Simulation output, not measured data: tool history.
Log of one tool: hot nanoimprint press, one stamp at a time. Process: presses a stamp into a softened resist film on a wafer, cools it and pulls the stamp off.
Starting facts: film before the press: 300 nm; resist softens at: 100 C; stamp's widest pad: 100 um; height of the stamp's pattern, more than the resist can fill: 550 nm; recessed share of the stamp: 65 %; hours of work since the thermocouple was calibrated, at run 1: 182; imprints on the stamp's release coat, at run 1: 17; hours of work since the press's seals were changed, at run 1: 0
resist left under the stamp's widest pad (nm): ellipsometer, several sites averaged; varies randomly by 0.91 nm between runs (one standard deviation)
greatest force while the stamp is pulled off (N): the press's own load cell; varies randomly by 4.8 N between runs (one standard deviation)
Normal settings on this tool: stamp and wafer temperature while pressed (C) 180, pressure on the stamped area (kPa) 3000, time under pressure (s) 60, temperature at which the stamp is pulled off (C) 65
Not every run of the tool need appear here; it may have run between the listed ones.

run	hour	stamp and wafer temperature while pressed (C)	pressure on the stamped area (kPa)	time under pressure (s)	temperature at which the stamp is pulled off (C)	hours of work since the thermocouple was calibrated	imprints on the stamp's release coat	hours of work since the press's seals were changed	resist left under the stamp's widest pad (nm)	greatest force while the stamp is pulled off (N)
1	0.0	180	3000	60	65	182	17	0	145.7	249
2	41.9	180	3000	60	65	208	208	26	148.5	255
3	111.9	180	3000	60	65	251	526	69	148.3	279
4	147.8	180	4200	60	65	273	690	91	131.4	301
5	215.0	180	4200	60	65	315	996	132	132.0	317
6	245.3	180	4200	60	65	333	1134	151	132.2	333
# hour 311.2: stamp cleaned and given a new release coat
7	319.3	169	3000	60	65	375	37	193	234.5	262
8	362.7	169	3000	60	65	402	234	220	235.2	273
9	414.5	169	3170	60	65	434	470	251	232.2	276
# hour 454.3: plate thermocouple calibrated
10	469.0	169	3170	60	65	9	705	283	221.1	284
11	514.1	169	3170	60	65	37	910	311	219.6	309
12	554.5	169	3170	60	65	62	1094	336	222.3	309
13	608.5	169	3170	60	65	95	1340	369	220.6	337
# hour 632.0: stamp cleaned and given a new release coat
14	671.0	180	3000	60	65	130	177	404	147.7	252
15	738.4	180	1940	33	59	171	484	445	209.0	325
16	790.2	180	1940	33	59	203	720	477	210.1	336
# hour 848.0: press's hydraulic seals changed and the load cell set to zero
17	848.0	180	1940	33	59	234	947	0	209.0	377
18	892.9	180	1940	33	59	261	1151	28	211.3	384
19	932.3	189	2120	104	59	286	1331	52	92.9	409
# hour 955.7: stamp cleaned and given a new release coat
20	993.4	189	2120	104	68	320	172	86	94.0	235
21	1054.7	180	2210	60	67	357	451	124	172.4	268
22	1116.7	172	2920	60	67	395	733	162	213.8	280
23	1184.9	179	3000	54	53	437	1044	204	168.6	433
# hour 1215.9: plate thermocouple calibrated
24	1224.3	180	4490	73	65	5	1210	226	109.2	324
25	1259.3	186	2860	91	58	27	1369	248	91.5	403
# hour 1276.9: stamp cleaned and given a new release coat
26	1307.1	175	2860	91	58	52	138	273	155.3	296
27	1363.1	175	2860	91	58	87	393	308	159.7	318

How would selected steps in resist left under the stamp's widest pad (nm) from run to run divide? Give the signed amount a tool lacking its hidden state would still show from settings, what came in and random variation, and the signed amount left for the hidden state, including any gauge scatter that is not in both of the compared results.
Hidden state at play: true temperature over the reading, C; pressure that arrives at the usual setting, %; grip of the stamp's worn release coat, % over a new coat's; drift of the gauge itself on residual_nm, %; drift of the gauge itself on pull_off_n, %.
Run 6 -> 7: stamp and wafer temperature while pressed (C) 180 -> 169, pressure on the stamped area (kPa) 4200 -> 3000, stamp cleaned and given a new release coat. resist left under the stamp's widest pad (nm) +102.3: hidden state +2.3, all else +100.0.
Run 9 -> 10: plate thermocouple calibrated. resist left under the stamp's widest pad (nm) -11.1: hidden state -12.1, all else +1.0.
Run 18 -> 19: stamp and wafer temperature while pressed (C) 180 -> 189, pressure on the stamped area (kPa) 1940 -> 2120, time under pressure (s) 33 -> 104. resist left under the stamp's widest pad (nm) -118.4: hidden state -2.6, all else -115.8.
Run 23 -> 24: stamp and wafer temperature while pressed (C) 179 -> 180, pressure on the stamped area (kPa) 3000 -> 4490, time under pressure (s) 54 -> 73, temperature at which the stamp is pulled off (C) 53 -> 65, plate thermocouple calibrated. resist left under the stamp's widest pad (nm) -59.4: hidden state -15.3, all else -44.1.
